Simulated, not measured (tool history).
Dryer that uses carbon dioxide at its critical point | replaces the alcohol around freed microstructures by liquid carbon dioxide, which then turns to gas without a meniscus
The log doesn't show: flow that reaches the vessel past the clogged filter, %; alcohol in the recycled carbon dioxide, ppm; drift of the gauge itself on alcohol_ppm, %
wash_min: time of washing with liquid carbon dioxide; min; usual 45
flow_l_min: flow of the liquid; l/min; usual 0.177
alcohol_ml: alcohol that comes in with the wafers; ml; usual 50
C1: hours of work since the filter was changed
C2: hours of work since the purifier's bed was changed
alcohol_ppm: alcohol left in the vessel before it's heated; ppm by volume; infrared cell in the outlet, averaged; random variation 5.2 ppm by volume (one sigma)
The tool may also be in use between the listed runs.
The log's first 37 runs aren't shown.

Run 38, hour 834.5: usual settings but wash_min 60 min, flow_l_min 0.225 l/min, alcohol_ml 68 ml; C1 304; C2 871. Result: alcohol_ppm 115 ppm by volume.
Run 39, hour 864.2: usual settings but wash_min 60 min, flow_l_min 0.181 l/min, alcohol_ml 22 ml; C1 323; C2 889. Result: alcohol_ppm 125 ppm by volume.
Run 40, hour 881.6: usual settings but wash_min 29 min, flow_l_min 0.183 l/min, alcohol_ml 95 ml; C1 333; C2 900. Result: alcohol_ppm 2696 ppm by volume.
Run 41, hour 905.6: usual settings but wash_min 43 min, flow_l_min 0.195 l/min, alcohol_ml 45 ml; C1 348; C2 915. Result: alcohol_ppm 262 ppm by volume.
Run 42, hour 925.5: usual settings but wash_min 43 min, flow_l_min 0.195 l/min, alcohol_ml 119 ml; C1 361; C2 928. Result: alcohol_ppm 539 ppm by volume.
Run 43, hour 941.8: usual settings but wash_min 58 min, flow_l_min 0.281 l/min, alcohol_ml 24 ml; C1 371; C2 938. Result: alcohol_ppm 119 ppm by volume.
Run 44, hour 965.4: usual settings but wash_min 36 min, flow_l_min 0.183 l/min, alcohol_ml 64 ml; C1 385; C2 952. Result: alcohol_ppm 931 ppm by volume.
At hour 979.5: inlet filter changed.
Run 45, hour 984: usual settings but wash_min 32 min, flow_l_min 0.118 l/min, alcohol_ml 100 ml; C1 3; C2 963. Result: alcohol_ppm 5466 ppm by volume.
Run 46, hour 999.7: usual settings but wash_min 62 min, flow_l_min 0.167 l/min, alcohol_ml 103 ml; C1 13; C2 973. Result: alcohol_ppm 155 ppm by volume.

Forecast each of these 3 alternatives for the next run:
Run A, hour 1015.6: usual settings but wash_min 33 min, flow_l_min 0.157 l/min, alcohol_ml 21 ml; C1 22; C2 983. Result: alcohol_ppm ?.
Run B, hour 1015.6: usual settings but wash_min 66 min, flow_l_min 0.114 l/min; C1 22; C2 983. Result: alcohol_ppm ?.
Run C, hour 1015.6: usual settings but wash_min 55 min, flow_l_min 0.119 l/min, alcohol_ml 69 ml; C1 22; C2 983. Result: alcohol_ppm ?.

run  alcohol_ppm
  A          515
  B          282
  C          589
Without the tool's hidden state the same runs would have given:
run  alcohol_ppm
  A          381
  B          157
  C          446
